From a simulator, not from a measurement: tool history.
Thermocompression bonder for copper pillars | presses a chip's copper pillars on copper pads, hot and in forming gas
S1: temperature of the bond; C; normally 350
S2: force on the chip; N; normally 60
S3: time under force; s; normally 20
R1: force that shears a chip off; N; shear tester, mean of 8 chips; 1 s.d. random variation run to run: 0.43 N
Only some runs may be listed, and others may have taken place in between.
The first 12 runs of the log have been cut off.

Run 13, hour 635.5: usual settings but S1 333 C. Result: R1 58.6 N.
Run 14, hour 689.5: usual settings but S1 333 C. Result: R1 58.4 N.
Run 15, hour 742.6: usual settings but S1 333 C. Result: R1 58.4 N.
At hour 760.9: forming gas filter changed.
Run 16, hour 809.3: usual settings but S1 366 C, S2 48 N, S3 32 s. Result: R1 88.6 N.
Run 17, hour 853.2: usual settings but S1 327 C, S2 58 N, S3 26 s. Result: R1 59.3 N.
Run 18, hour 906.8: usual settings but S2 37 N. Result: R1 58.8 N.
At hour 952.4: forming gas filter changed.
Run 19, hour 965.0: usual settings but S1 359 C, S3 31 s. Result: R1 91.2 N.
At hour 1001.6: heater calibrated with a thermocouple chip.
Run 20, hour 1017.2: usual settings but S2 83 N, S3 58 s. Result: R1 102.1 N.
Run 21, hour 1073.6: usual settings but S2 40 N. Result: R1 56.4 N.
Run 22, hour 1115.5: usual settings but S2 40 N. Result: R1 56.3 N.
At hour 1144.7: forming gas filter changed.
Run 23, hour 1160.3: usual settings but S1 357 C, S2 76 N, S3 16 s. Result: R1 75.7 N.

Run 24 comes next. What will it give?
Run 24, hour 1194.8: usual settings but S1 372 C, S2 50 N, S3 22 s. Result: R1 ?.

R1: 81.7 N
On a tool with no hidden condition, and with the same random variation, this run would have come out at R1 79.8 N.

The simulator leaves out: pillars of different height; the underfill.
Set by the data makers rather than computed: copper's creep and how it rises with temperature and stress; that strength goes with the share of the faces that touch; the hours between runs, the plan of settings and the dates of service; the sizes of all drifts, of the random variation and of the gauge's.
